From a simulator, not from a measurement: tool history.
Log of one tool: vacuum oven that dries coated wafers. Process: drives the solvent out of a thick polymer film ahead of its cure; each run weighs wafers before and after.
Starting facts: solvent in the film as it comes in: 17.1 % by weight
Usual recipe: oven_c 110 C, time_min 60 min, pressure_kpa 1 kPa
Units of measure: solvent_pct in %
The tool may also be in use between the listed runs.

run,hour,oven_c,time_min,pressure_kpa,solvent_pct
1,0,110,60,1,2.7
2,31.3,110,60,1,2.8
3,59.7,110,60,1,2.78
4,92.7,110,60,1,2.73
5,112.7,110,60,1,2.88
6,140,110,60,1,2.8
7,160,110,60,1,2.83
8,191.2,110,60,1,2.69
9,229.6,116,60,1,2.01
10,252.8,116,60,1,2.07
11,290.2,116,60,1,1.99
12,317.9,109,60,2.78,6.38
13,354.6,110,68,3.09,6.84
14,379.8,115,31,0.92,3.46
# hour 384.4: vacuum gauge cleaned of residue and calibrated
15,402.3,115,31,0.92,3.58
16,439.3,115,31,1.41,4.39
17,465.1,115,31,1.41,4.28
18,487,111,60,2.69,5.98
# hour 507.2: oven's thermocouples calibrated
19,510.9,110,105,1.24,3.13
# hour 543.8: vacuum gauge cleaned of residue and calibrated, once more
20,544.8,110,58,0.74,2.5
21,564.7,119,36,0.74,2.24
22,595.6,117,34,0.86,2.84

Here are 3 independent what-if runs from the current tool condition. What would each one return?
A,613.7,123,60,2.01,?
B,613.7,110,40,0.74,?
C,613.7,103,60,1.75,?

run,solvent_pct
A,2.81
B,3.63
C,6.15
Take away the tool's hidden state, keep each run's random variation, and the runs would have read:
run,solvent_pct
A,2.77
B,3.55
C,6.05

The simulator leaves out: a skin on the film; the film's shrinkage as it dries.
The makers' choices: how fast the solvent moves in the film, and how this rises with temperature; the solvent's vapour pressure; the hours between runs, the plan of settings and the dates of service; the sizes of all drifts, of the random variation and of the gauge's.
